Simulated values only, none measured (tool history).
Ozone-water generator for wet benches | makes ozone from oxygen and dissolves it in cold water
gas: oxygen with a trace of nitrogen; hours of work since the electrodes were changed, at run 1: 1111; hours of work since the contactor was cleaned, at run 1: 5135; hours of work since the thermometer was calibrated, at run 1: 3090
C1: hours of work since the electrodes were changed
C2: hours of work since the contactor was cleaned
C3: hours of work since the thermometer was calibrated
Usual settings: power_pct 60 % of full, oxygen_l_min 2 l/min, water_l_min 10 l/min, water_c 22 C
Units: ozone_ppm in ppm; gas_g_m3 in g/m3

run 1 day=0.000 | power_pct=60 oxygen_l_min=2 water_l_min=10 water_c=22 | C1=1111 C2=5135 C3=3090 | ozone_ppm=16.9 gas_g_m3=211.6
run 2 day=6.200 | power_pct=60 oxygen_l_min=2 water_l_min=10 water_c=22 | C1=1232 C2=5256 C3=3211 | ozone_ppm=16.9 gas_g_m3=213.1
run 3 day=9.579 | power_pct=70 oxygen_l_min=2 water_l_min=10 water_c=22 | C1=1298 C2=5322 C3=3276 | ozone_ppm=18.9 gas_g_m3=236.1
run 4 day=15.154 | power_pct=70 oxygen_l_min=2 water_l_min=10 water_c=22 | C1=1406 C2=5430 C3=3385 | ozone_ppm=18.8 gas_g_m3=239.1
run 5 day=18.125 | power_pct=74 oxygen_l_min=2 water_l_min=10 water_c=22 | C1=1464 C2=5488 C3=3443 | ozone_ppm=19.6 gas_g_m3=244.6
run 6 day=22.379 | power_pct=74 oxygen_l_min=2 water_l_min=10 water_c=22 | C1=1547 C2=5571 C3=3526 | ozone_ppm=19.3 gas_g_m3=247.4
run 7 day=27.721 | power_pct=74 oxygen_l_min=2 water_l_min=10 water_c=22 | C1=1651 C2=5675 C3=3630 | ozone_ppm=19.5 gas_g_m3=246.6

The next listed run, before its measurement:
run 8 day=32.208 | power_pct=77 oxygen_l_min=2 water_l_min=10 water_c=22 | C1=1738 C2=5762 C3=3717 | ozone_ppm=? gas_g_m3=?

{"run 8": {"ozone_ppm": 20.0, "gas_g_m3": 255.6}}
Without the tool's hidden state the same run would have given ozone_ppm 20.0 ppm, gas_g_m3 252.8 g/m3.
